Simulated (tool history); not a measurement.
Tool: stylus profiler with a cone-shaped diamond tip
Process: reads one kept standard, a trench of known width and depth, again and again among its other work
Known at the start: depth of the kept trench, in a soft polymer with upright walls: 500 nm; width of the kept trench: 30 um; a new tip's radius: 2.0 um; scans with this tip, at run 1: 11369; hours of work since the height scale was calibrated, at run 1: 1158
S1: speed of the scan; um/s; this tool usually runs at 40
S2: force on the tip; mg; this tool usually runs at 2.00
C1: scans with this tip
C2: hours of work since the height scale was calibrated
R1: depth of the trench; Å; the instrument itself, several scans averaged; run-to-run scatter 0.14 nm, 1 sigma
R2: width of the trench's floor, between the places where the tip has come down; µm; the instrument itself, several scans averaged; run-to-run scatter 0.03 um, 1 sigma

{"run": 1, "hour": 0.0, "S1": 40, "S2": 2.0, "C1": 11369, "C2": 1158, "R1": 5103.1, "R2": 26.65}
{"run": 2, "hour": 93.8, "S1": 40, "S2": 2.0, "C1": 12003, "C2": 1223, "R1": 5104.1, "R2": 26.63}
{"run": 3, "hour": 185.1, "S1": 40, "S2": 2.0, "C1": 12619, "C2": 1286, "R1": 5106.4, "R2": 26.63}
{"run": 4, "hour": 280.4, "S1": 40, "S2": 2.0, "C1": 13263, "C2": 1351, "R1": 5109.0, "R2": 26.6}
{"run": 5, "hour": 343.3, "S1": 40, "S2": 2.0, "C1": 13688, "C2": 1395, "R1": 5106.9, "R2": 26.56}
{"hour": 351.9, "done": "height scale calibrated on a step standard"}
{"run": 6, "hour": 436.6, "S1": 19, "S2": 2.24, "C1": 14314, "C2": 58, "R1": 5121.6, "R2": 26.68}
{"run": 7, "hour": 556.3, "S1": 19, "S2": 2.24, "C1": 15122, "C2": 141, "R1": 5122.8, "R2": 26.7}
{"run": 8, "hour": 648.4, "S1": 67, "S2": 3.3, "C1": 15744, "C2": 204, "R1": 5146.1, "R2": 26.43}
{"run": 9, "hour": 742.1, "S1": 86, "S2": 1.95, "C1": 16377, "C2": 269, "R1": 5121.2, "R2": 26.23}
{"run": 10, "hour": 796.1, "S1": 86, "S2": 1.95, "C1": 16742, "C2": 306, "R1": 5121.1, "R2": 26.23}

What if the next run were any one of these 5? Each begins from the tool's condition after run 10:
{"run": "A", "hour": 874.8, "S1": 18, "S2": 1.82, "C1": 17273, "C2": 360, "R1": "?", "R2": "?"}
{"run": "B", "hour": 874.8, "S1": 18, "S2": 3.7, "C1": 17273, "C2": 360, "R1": "?", "R2": "?"}
{"run": "C", "hour": 874.8, "S1": 29, "S2": 0.79, "C1": 17273, "C2": 360, "R1": "?", "R2": "?"}
{"run": "D", "hour": 874.8, "S1": 10, "S2": 3.61, "C1": 17273, "C2": 360, "R1": "?", "R2": "?"}
{"run": "E", "hour": 874.8, "S1": 40, "S2": 2.26, "C1": 17273, "C2": 360, "R1": "?", "R2": "?"}

run=A R1=5118.5 R2=26.59
run=B R1=5156.5 R2=26.61
run=C R1=5089.2 R2=26.47
run=D R1=5159.0 R2=26.68
run=E R1=5128.4 R2=26.51
What these runs would have given with no unlogged condition in the tool:
run=A R1=5067.6 R2=27.24
run=B R1=5105.2 R2=27.26
run=C R1=5038.6 R2=27.12
run=D R1=5107.7 R2=27.33
run=E R1=5077.5 R2=27.16

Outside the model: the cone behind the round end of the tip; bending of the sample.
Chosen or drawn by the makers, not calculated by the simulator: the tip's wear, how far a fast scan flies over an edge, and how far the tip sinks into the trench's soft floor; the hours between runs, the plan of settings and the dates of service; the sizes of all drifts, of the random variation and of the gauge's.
